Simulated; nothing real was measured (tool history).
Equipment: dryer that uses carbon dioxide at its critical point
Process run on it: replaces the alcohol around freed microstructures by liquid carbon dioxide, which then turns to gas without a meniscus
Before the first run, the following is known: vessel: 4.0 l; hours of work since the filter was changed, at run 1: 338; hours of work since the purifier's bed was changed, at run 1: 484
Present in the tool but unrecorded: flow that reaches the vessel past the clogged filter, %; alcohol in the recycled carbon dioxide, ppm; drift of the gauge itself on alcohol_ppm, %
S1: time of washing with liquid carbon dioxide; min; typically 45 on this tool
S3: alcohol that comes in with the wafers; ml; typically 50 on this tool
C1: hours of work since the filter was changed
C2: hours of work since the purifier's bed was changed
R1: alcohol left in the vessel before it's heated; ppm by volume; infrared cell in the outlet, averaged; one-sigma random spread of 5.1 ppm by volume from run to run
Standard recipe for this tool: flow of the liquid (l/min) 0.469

Run 1, hour 0: usual settings; C1 338; C2 484. Result: R1 195 ppm by volume.
Run 2, hour 22.9: usual settings but flow of the liquid (l/min) 0.6; C1 350; C2 496. Result: R1 129 ppm by volume.
Run 3, hour 40.7: usual settings; C1 360; C2 505. Result: R1 202 ppm by volume.
Run 4, hour 59.1: usual settings but S1 47 min; C1 370; C2 515. Result: R1 177 ppm by volume.
Run 5, hour 81: usual settings but flow of the liquid (l/min) 0.493; C1 381; C2 527. Result: R1 172 ppm by volume.
Run 6, hour 109.6: usual settings but flow of the liquid (l/min) 0.493; C1 397; C2 542. Result: R1 189 ppm by volume.
Run 7, hour 131.3: usual settings but flow of the liquid (l/min) 0.493; C1 408; C2 554. Result: R1 183 ppm by volume.
Run 8, hour 152.9: usual settings but S3 31 ml; C1 420; C2 565. Result: R1 185 ppm by volume.
Run 9, hour 176.3: usual settings but S3 31 ml; C1 432; C2 577. Result: R1 184 ppm by volume.
At hour 179.2: inlet filter changed.
Run 10, hour 198.9: usual settings but flow of the liquid (l/min) 0.401, S3 31 ml; C1 11; C2 589. Result: R1 214 ppm by volume.
Run 11, hour 214.5: usual settings but flow of the liquid (l/min) 0.341; C1 19; C2 597. Result: R1 433 ppm by volume.
Run 12, hour 242.6: usual settings but flow of the liquid (l/min) 0.341; C1 34; C2 612. Result: R1 431 ppm by volume.
Run 13, hour 262.1: usual settings but flow of the liquid (l/min) 0.341; C1 44; C2 623. Result: R1 439 ppm by volume.
Run 14, hour 288.9: usual settings; C1 58; C2 637. Result: R1 211 ppm by volume.
Run 15, hour 301.4: usual settings; C1 65; C2 644. Result: R1 214 ppm by volume.
Run 16, hour 316.4: usual settings but flow of the liquid (l/min) 0.446; C1 73; C2 652. Result: R1 247 ppm by volume.
Run 17, hour 337.7: usual settings but S1 32 min; C1 85; C2 663. Result: R1 448 ppm by volume.
Run 18, hour 349.3: usual settings but S1 32 min; C1 91; C2 669. Result: R1 480 ppm by volume.
Run 19, hour 374.4: usual settings but S1 32 min; C1 104; C2 683. Result: R1 472 ppm by volume.
Run 20, hour 389.7: usual settings but S1 32 min; C1 112; C2 691. Result: R1 489 ppm by volume.
Run 21, hour 402.7: usual settings but S1 48 min, flow of the liquid (l/min) 0.42; C1 119; C2 698. Result: R1 250 ppm by volume.
Run 22, hour 424: usual settings but S1 72 min, flow of the liquid (l/min) 0.293, S3 24 ml; C1 130; C2 709. Result: R1 191 ppm by volume.
Run 23, hour 452.4: usual settings but S1 52 min, flow of the liquid (l/min) 0.293, S3 21 ml; C1 146; C2 724. Result: R1 302 ppm by volume.
Run 24, hour 470: usual settings but S1 36 min, flow of the liquid (l/min) 0.315; C1 155; C2 734. Result: R1 1004 ppm by volume.
Run 25, hour 494.6: usual settings but flow of the liquid (l/min) 0.361, S3 61 ml; C1 168; C2 747. Result: R1 483 ppm by volume.
Run 26, hour 506.6: usual settings but flow of the liquid (l/min) 0.361, S3 61 ml; C1 175; C2 753. Result: R1 494 ppm by volume.
Run 27, hour 531.9: usual settings but flow of the liquid (l/min) 0.361, S3 61 ml; C1 188; C2 767. Result: R1 488 ppm by volume.
Run 28, hour 549.6: usual settings but flow of the liquid (l/min) 0.361, S3 61 ml; C1 197; C2 776. Result: R1 490 ppm by volume.
Run 29, hour 567.6: usual settings but S1 37 min, flow of the liquid (l/min) 0.348, S3 39 ml; C1 207; C2 786. Result: R1 633 ppm by volume.
Run 30, hour 593: usual settings but S3 99 ml; C1 221; C2 799. Result: R1 332 ppm by volume.
Run 31, hour 612.2: usual settings but S1 52 min, S3 28 ml; C1 231; C2 809. Result: R1 208 ppm by volume.
Run 32, hour 627.2: usual settings but S1 33 min, S3 41 ml; C1 239; C2 817. Result: R1 445 ppm by volume.
Run 33, hour 642.6: usual settings but flow of the liquid (l/min) 0.464; C1 247; C2 825. Result: R1 279 ppm by volume.
Run 34, hour 656.8: usual settings; C1 255; C2 833. Result: R1 265 ppm by volume.
Run 35, hour 685.5: usual settings but S3 76 ml; C1 270; C2 848. Result: R1 304 ppm by volume.
Run 36, hour 711.9: usual settings but S1 46 min, S3 98 ml; C1 284; C2 862. Result: R1 333 ppm by volume.
Run 37, hour 727.8: usual settings but S3 89 ml; C1 292; C2 871. Result: R1 350 ppm by volume.
Run 38, hour 744.8: usual settings but S1 36 min, S3 37 ml; C1 301; C2 880. Result: R1 364 ppm by volume.

For each entry between runs, how does the tool's hidden state at the last listed run before it compare with that at the first listed run after it?
From run 9 to run 10: inlet filter changed (hour 179.2)
  flow that reaches the vessel past the clogged filter, %: 93.9 -> 99.2; alcohol in the recycled carbon dioxide, ppm: 125.1 -> 127.4
  what was measured, less what the result would be without the hidden state, R1: +135 -> +127 ppm by volume
